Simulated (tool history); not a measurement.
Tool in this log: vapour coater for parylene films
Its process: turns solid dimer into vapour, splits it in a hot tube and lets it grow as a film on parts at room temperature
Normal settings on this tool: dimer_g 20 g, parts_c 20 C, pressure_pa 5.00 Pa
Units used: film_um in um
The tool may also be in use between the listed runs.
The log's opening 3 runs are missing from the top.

run 4 hour=148.5 | dimer_g=20 parts_c=20 pressure_pa=5.00 | film_um=6.84
run 5 hour=187.7 | dimer_g=20 parts_c=20 pressure_pa=5.00 | film_um=6.78
run 6 hour=232.9 | dimer_g=20 parts_c=20 pressure_pa=5.00 | film_um=6.63
run 7 hour=263.9 | dimer_g=20 parts_c=20 pressure_pa=5.00 | film_um=6.57
-- hour=303.5 trap's valve overhauled
run 8 hour=334.4 | dimer_g=20 parts_c=20 pressure_pa=5.00 | film_um=6.96
run 9 hour=388.3 | dimer_g=20 parts_c=20 pressure_pa=5.00 | film_um=6.93
run 10 hour=435.8 | dimer_g=20 parts_c=13 pressure_pa=5.00 | film_um=8.72
run 11 hour=502.5 | dimer_g=12 parts_c=20 pressure_pa=5.00 | film_um=4.13
run 12 hour=563.0 | dimer_g=20 parts_c=20 pressure_pa=3.23 | film_um=7.46
run 13 hour=628.8 | dimer_g=20 parts_c=20 pressure_pa=3.23 | film_um=7.36
run 14 hour=675.3 | dimer_g=20 parts_c=20 pressure_pa=3.23 | film_um=7.40
run 15 hour=730.8 | dimer_g=20 parts_c=20 pressure_pa=3.23 | film_um=7.27
-- hour=776.8 trap's valve overhauled
run 16 hour=785.8 | dimer_g=17 parts_c=20 pressure_pa=5.00 | film_um=5.94

Forecast run 17:
run 17 hour=837.5 | dimer_g=17 parts_c=20 pressure_pa=5.00 | film_um=?

{"run 17": {"film_um": 5.93}}
Had the tool carried no hidden state, the very same run would have given film_um 6.10 um.
